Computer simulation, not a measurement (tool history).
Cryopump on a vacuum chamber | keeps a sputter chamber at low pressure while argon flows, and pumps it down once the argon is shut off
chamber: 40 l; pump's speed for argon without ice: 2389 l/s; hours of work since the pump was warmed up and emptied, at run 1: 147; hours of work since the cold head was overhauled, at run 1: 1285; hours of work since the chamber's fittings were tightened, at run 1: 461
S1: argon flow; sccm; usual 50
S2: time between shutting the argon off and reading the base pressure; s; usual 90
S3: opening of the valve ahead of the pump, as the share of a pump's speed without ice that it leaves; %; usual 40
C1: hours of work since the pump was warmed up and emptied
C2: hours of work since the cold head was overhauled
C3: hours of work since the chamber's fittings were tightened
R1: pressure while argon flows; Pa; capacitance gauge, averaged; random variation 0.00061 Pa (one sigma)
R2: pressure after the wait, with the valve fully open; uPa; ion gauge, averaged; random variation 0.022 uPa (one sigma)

run 1 hour=0 | S1=50 S2=90 S3=40 | C1=147 C2=1285 C3=461 | R1=0.0889 R2=0.7
run 2 hour=32.8 | S1=50 S2=90 S3=40 | C1=176 C2=1315 C3=490 | R1=0.0903 R2=0.75
run 3 hour=67.6 | S1=50 S2=90 S3=40 | C1=207 C2=1346 C3=522 | R1=0.0908 R2=0.68
run 4 hour=104.3 | S1=50 S2=90 S3=40 | C1=240 C2=1379 C3=554 | R1=0.0902 R2=0.76
run 5 hour=123.3 | S1=50 S2=138 S3=40 | C1=257 C2=1395 C3=571 | R1=0.0902 R2=0.61
run 6 hour=143.2 | S1=50 S2=138 S3=25 | C1=275 C2=1413 C3=589 | R1=0.1423 R2=0.66
run 7 hour=183 | S1=50 S2=90 S3=40 | C1=310 C2=1449 C3=625 | R1=0.0901 R2=0.74
run 8 hour=208.1 | S1=50 S2=90 S3=24 | C1=333 C2=1471 C3=647 | R1=0.1488 R2=0.77
run 9 hour=235.4 | S1=75 S2=256 S3=40 | C1=357 C2=1496 C3=671 | R1=0.1357 R2=0.54
run 10 hour=263.8 | S1=48 S2=20 S3=28 | C1=382 C2=1521 C3=697 | R1=0.1235 R2=2.28
run 11 hour=291.3 | S1=45 S2=285 S3=40 | C1=407 C2=1546 C3=721 | R1=0.0812 R2=0.57
run 12 hour=317.1 | S1=53 S2=150 S3=54 | C1=430 C2=1569 C3=744 | R1=0.0722 R2=0.71
run 13 hour=336 | S1=53 S2=150 S3=54 | C1=447 C2=1586 C3=761 | R1=0.0718 R2=0.68
run 14 hour=365.1 | S1=76 S2=264 S3=54 | C1=473 C2=1611 C3=787 | R1=0.1041 R2=0.6
run 15 hour=391.6 | S1=50 S2=196 S3=25 | C1=497 C2=1635 C3=811 | R1=0.143 R2=0.65
run 16 hour=424.1 | S1=50 S2=196 S3=25 | C1=526 C2=1664 C3=840 | R1=0.144 R2=0.71

3 ways to go on from here, each from the tool as it stands after run 16. What would each give?
run A hour=441.9 | S1=61 S2=95 S3=41 | C1=542 C2=1680 C3=856 | R1=? R2=?
run B hour=441.9 | S1=31 S2=196 S3=20 | C1=542 C2=1680 C3=856 | R1=? R2=?
run C hour=441.9 | S1=50 S2=170 S3=25 | C1=542 C2=1680 C3=856 | R1=? R2=?

run=A R1=0.1088 R2=0.93
run=B R1=0.1104 R2=0.71
run=C R1=0.1435 R2=0.72
Without the tool's hidden state the same runs would have given:
run=A R1=0.1055 R2=0.54
run=B R1=0.1087 R2=0.32
run=C R1=0.1407 R2=0.35
